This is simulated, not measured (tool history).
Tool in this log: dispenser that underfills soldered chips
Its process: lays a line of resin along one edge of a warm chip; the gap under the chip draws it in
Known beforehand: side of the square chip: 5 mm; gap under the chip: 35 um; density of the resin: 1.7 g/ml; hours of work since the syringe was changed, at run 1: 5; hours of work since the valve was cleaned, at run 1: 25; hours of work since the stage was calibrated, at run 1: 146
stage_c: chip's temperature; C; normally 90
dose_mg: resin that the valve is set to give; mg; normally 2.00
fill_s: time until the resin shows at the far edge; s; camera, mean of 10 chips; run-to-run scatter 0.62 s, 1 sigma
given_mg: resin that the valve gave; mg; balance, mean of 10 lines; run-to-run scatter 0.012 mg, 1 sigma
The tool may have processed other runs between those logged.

run	hour	stage_c	dose_mg	hours of work since the syringe was changed	hours of work since the valve was cleaned	hours of work since the stage was calibrated	fill_s	given_mg
1	0.0	90	2.00	5	25	146	72.3	1.96
# hour 8.6: new syringe of resin
2	11.2	90	2.00	2	32	153	60.5	1.95
3	16.1	90	2.00	5	35	156	69.7	1.93
4	21.6	90	2.00	8	38	159	85.3	1.94
# hour 25.6: new syringe of resin
5	32.2	90	2.00	4	44	165	69.9	1.93
6	37.0	90	2.00	7	47	168	82.1	1.91
# hour 42.5: new syringe of resin
7	43.7	90	2.00	1	51	172	56.9	1.94
# hour 46.3: dispensing valve cleaned and set on the balance
8	53.6	90	2.00	6	4	178	74.4	2.00
# hour 60.5: new syringe of resin
9	60.8	90	2.00	0	9	182	55.9	1.99
10	71.4	90	2.00	7	15	188	79.1	1.96
# hour 78.1: new syringe of resin
11	79.3	90	2.00	1	20	193	55.9	1.96
12	84.9	90	2.00	4	23	196	67.7	1.95
13	92.9	99	2.51	9	28	201	62.5	2.46
# hour 95.4: new syringe of resin
14	104.3	87	1.77	5	35	208	85.6	1.71
15	109.9	91	2.00	9	38	211	84.4	1.93
# hour 112.3: new syringe of resin
16	119.9	78	1.79	5	44	217	116.5	1.71
17	126.7	78	1.79	9	48	221	145.1	1.72
# hour 129.5: new syringe of resin
# hour 135.3: dispensing valve cleaned and set on the balance
18	135.3	76	2.58	3	0	226	103.3	2.59
19	140.0	76	2.58	6	3	229	120.1	2.56
# hour 147.6: new syringe of resin
20	150.2	94	2.12	2	9	235	51.0	2.11
21	156.6	85	2.23	5	13	239	85.9	2.19

What if the next run were any one of these 3? Each begins from the tool's condition after run 21:
A	162.6	97	2.49	9	16	242	?	?
B	162.6	80	1.72	9	16	242	?	?
C	162.6	83	2.01	9	16	242	?	?

run	fill_s	given_mg
A	68.0	2.46
B	137.2	1.72
C	115.9	1.99
What these runs would have given with no unlogged condition in the tool:
run	fill_s	given_mg
A	41.3	2.49
B	82.6	1.74
C	69.8	2.01
